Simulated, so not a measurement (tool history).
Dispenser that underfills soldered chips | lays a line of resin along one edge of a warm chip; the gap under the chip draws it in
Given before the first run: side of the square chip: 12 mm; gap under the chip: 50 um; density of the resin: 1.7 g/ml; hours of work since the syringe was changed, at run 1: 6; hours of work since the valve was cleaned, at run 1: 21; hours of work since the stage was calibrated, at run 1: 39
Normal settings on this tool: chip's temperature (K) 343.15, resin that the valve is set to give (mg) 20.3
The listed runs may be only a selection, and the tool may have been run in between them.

run   hour  chip's temperature (K)  resin that the valve is set to give (mg)  hours of work since the syringe was changed  hours of work since the valve was cleaned  hours of work since the stage was calibrated  time until the resin shows at the far edge (s)  resin that the valve gave (mg)
  1      0                  343.15                                      20.3                                            6                                         21                                            39                                           100.4                           19.93
  2    8.6                  343.15                                      20.3                                           12                                         26                                            44                                           127.4                            19.9
       9.7  -- new syringe of resin
  3   17.6                  343.15                                      20.3                                            5                                         32                                            50                                            95.8                           19.88
  4     26                  343.15                                      24.8                                           10                                         37                                            55                                           120.5                           24.25
      28.9  -- new syringe of resin
  5   33.6                  343.15                                      17.5                                            3                                         42                                            60                                            92.3                           16.95
  6   40.1                  354.15                                      20.3                                            7                                         46                                            64                                            74.2                           19.64
      48.4  -- new syringe of resin
  7   50.6                  354.15                                      20.3                                            1                                         53                                            71                                            56.9                           19.51
  8   58.2                  354.15                                      20.3                                            6                                         57                                            75                                            72.5                           19.38
  9   63.9                  339.15                                      20.3                                           10                                         61                                            79                                             136                            19.6
      67.9  -- new syringe of resin
 10   75.6                  328.15                                      20.3                                            5                                         68                                            86                                           163.7                           19.15
 11   83.2                  328.15                                      20.3                                           10                                         73                                            91                                           202.1                           19.31
      87.8  -- new syringe of resin
      89.5  -- dispensing valve cleaned and set on the balance
 12   92.8                  335.15                                      20.3                                            3                                          2                                            96                                           112.5                           20.32
 13  105.1                  343.15                                      18.3                                           10                                         10                                           104                                             125                           18.14
     108.8  -- new syringe of resin
 14  115.5                  343.15                                      20.4                                            4                                         16                                           111                                            95.2                           20.24
 15  126.7                  343.15                                      20.4                                           11                                         23                                           118                                           130.6                            20.1
       129  -- new syringe of resin
 16  139.5                  343.15                                      20.4                                            7                                         31                                           126                                           105.2                           20.09
     148.1  -- new syringe of resin
 17  148.1                  343.15                                      20.4                                            0                                         37                                           131                                            75.8                           20.09
 18  154.6                  343.15                                      20.4                                            4                                         41                                           135                                            92.7                           19.81
 19  161.5                  343.15                                      20.4                                            9                                         45                                           139                                           111.5                           19.91
     167.6  -- new syringe of resin
 20  170.6                  330.15                                      23.1                                            2                                         51                                           145                                           134.4                           22.25
 21  181.7                  333.15                                      18.3                                            9                                         58                                           152                                           167.2                           17.52
     187.3  -- new syringe of resin
 22  187.8                  330.15                                      20.6                                            0                                         62                                           156                                           125.4                           19.73
 23  200.2                  343.15                                      19.6                                            8                                         69                                           164                                           111.8                           18.46
     206.6  -- new syringe of resin
 24  208.1                  356.15                                      18.5                                            1                                         74                                           168                                              53                           17.66
     212.6  -- dispensing valve cleaned and set on the balance
 25  219.2                  356.15                                      18.5                                            7                                          4                                           175                                            71.8                           18.32
     227.7  -- new syringe of resin
 26  229.3                  342.15                                        19                                            1                                         10                                           181                                            85.9                           19.03
 27    235                  343.15                                      21.1                                            5                                         14                                           185                                            95.1                           20.94
 28    245                  329.15                                      18.7                                           11                                         20                                           191                                             212                           18.44
     247.7  -- new syringe of resin
 29  254.4                  343.15                                      25.8                                            4                                         26                                           197                                            94.8                           25.35
 30  262.2                  343.15                                      25.8                                            9                                         31                                           202                                           115.7                            25.4
     266.9  -- new syringe of resin
 31  274.7                  344.15                                      20.7                                            5                                         39                                           210                                            97.4                           20.11
     286.5  -- new syringe of resin
 32  287.4                  344.15                                      20.7                                            1                                         47                                           217                                            78.3                            20.2
 33  299.6                  344.15                                      20.7                                            8                                         55                                           225                                           109.7                           20.02

What will run 34 give?
 34  305.2                  350.15                                      19.7                                           12                                         58                                           229                                               ?                               ?

{"run 34": {"time until the resin shows at the far edge (s)": 104, "resin that the valve gave (mg)": 18.98}}
Without the tool's hidden state the same run would have given time until the resin shows at the far edge (s) 59.6, resin that the valve gave (mg) 19.72.
